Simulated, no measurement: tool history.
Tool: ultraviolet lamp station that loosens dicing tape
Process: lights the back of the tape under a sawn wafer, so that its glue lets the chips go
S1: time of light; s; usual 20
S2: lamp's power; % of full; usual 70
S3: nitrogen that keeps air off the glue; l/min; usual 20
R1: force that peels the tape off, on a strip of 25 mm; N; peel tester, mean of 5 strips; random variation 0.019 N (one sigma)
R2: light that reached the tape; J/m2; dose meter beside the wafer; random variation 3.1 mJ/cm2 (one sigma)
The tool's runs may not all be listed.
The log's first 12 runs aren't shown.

run   hour  S1  S2  S3     R1    R2
 13  220.9  20  63  20  1.992  3340
 14  240.0  20  63  20  1.953  3280
 15  263.5  20  63  20  1.903  3240
 16  285.0  20  70  20  1.691  3510
 17  305.8  20  70  20  1.668  3590
 18  325.7  20  95  20  0.921  4740
 19  339.0  14  74  12  3.333  2600
 20  358.8  14  74  12  3.480  2570
 21  372.8  10  84  36  2.853  2100
 22  394.4  20  71   7  3.243  3490
 23  404.5  20  71   7  3.251  3510
 24  416.7  13  71  29  2.693  2260
 25  438.7  13  71  29  2.732  2250
 26  458.1  20  98  25  0.797  4730
 27  468.9  20  98  25  0.791  4660
 28  487.6  20  70  10  2.849  3350
 29  502.5  12  63   6  5.728  1760
 30  523.5  12  63   6  5.897  1780
 31  540.3  12  63   6  5.758  1790
 32  556.9  12  63   6  5.906  1770
 33  578.8  24  65  15  2.015  3580
 34  596.4  24  65  15  2.042  3520
 35  612.1  15  70  23  2.791  2380

Forecast each of these 3 alternatives for the next run:
  A  632.5  15  70   8   ?   ?
  B  632.5  15  80  15   ?   ?
  C  632.5  23  77   8   ?   ?

run     R1    R2
  A  4.511  2380
  B  2.967  2680
  C  2.473  4040
Without the tool's hidden state the same runs would have given:
run     R1    R2
  A  2.961  3600
  B  1.598  4060
  C  1.232  6090
